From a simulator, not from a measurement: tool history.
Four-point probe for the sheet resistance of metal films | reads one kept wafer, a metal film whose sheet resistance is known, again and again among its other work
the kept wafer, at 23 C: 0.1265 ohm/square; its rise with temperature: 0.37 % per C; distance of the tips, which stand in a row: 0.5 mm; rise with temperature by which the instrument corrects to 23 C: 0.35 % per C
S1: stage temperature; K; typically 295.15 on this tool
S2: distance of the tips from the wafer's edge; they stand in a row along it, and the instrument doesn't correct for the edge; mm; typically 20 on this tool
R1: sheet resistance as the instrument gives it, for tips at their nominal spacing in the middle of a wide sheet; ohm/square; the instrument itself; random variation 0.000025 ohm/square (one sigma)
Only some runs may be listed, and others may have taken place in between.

run 1 hour=0 | S1=295.15 S2=20 | R1=0.126201
run 2 hour=20.9 | S1=300.15 S2=20 | R1=0.126314
run 3 hour=46.4 | S1=300.15 S2=20 | R1=0.126345
-- hour=67.5 stage's thermometer calibrated
run 4 hour=84.3 | S1=297.15 S2=20 | R1=0.126069
run 5 hour=112.2 | S1=297.15 S2=20 | R1=0.126064
run 6 hour=143.5 | S1=295.15 S2=20 | R1=0.125999
run 7 hour=170.3 | S1=295.15 S2=20 | R1=0.126003
-- hour=174.1 stage's thermometer calibrated, once more
run 8 hour=189.3 | S1=295.15 S2=20 | R1=0.126534
run 9 hour=229.3 | S1=292.15 S2=20 | R1=0.126494
run 10 hour=252.9 | S1=292.15 S2=20 | R1=0.126433
run 11 hour=271.8 | S1=292.15 S2=20 | R1=0.126498
run 12 hour=291.4 | S1=303.15 S2=3 | R1=0.128621
run 13 hour=309.7 | S1=299.15 S2=20 | R1=0.126695
run 14 hour=346.7 | S1=299.15 S2=20 | R1=0.126727
run 15 hour=380.5 | S1=299.15 S2=20 | R1=0.126704
run 16 hour=397 | S1=307.15 S2=39 | R1=0.12686
run 17 hour=421.5 | S1=307.15 S2=39 | R1=0.126893
run 18 hour=461.7 | S1=307.15 S2=39 | R1=0.126886
run 19 hour=483.5 | S1=293.15 S2=60 | R1=0.126565
run 20 hour=523.2 | S1=304.15 S2=3 | R1=0.128682
run 21 hour=541.6 | S1=307.15 S2=8 | R1=0.127144

Branching from run 21: 3 alternative next runs. What would each branch give?
run A hour=567.5 | S1=302.15 S2=3 | R1=?
run B hour=567.5 | S1=307.15 S2=58 | R1=?
run C hour=567.5 | S1=295.15 S2=20 | R1=?

run=A R1=0.128627
run=B R1=0.126895
run=C R1=0.126639
Take away the tool's hidden state, keep each run's random variation, and the runs would have read:
run=A R1=0.128527
run=B R1=0.126795
run=C R1=0.126543
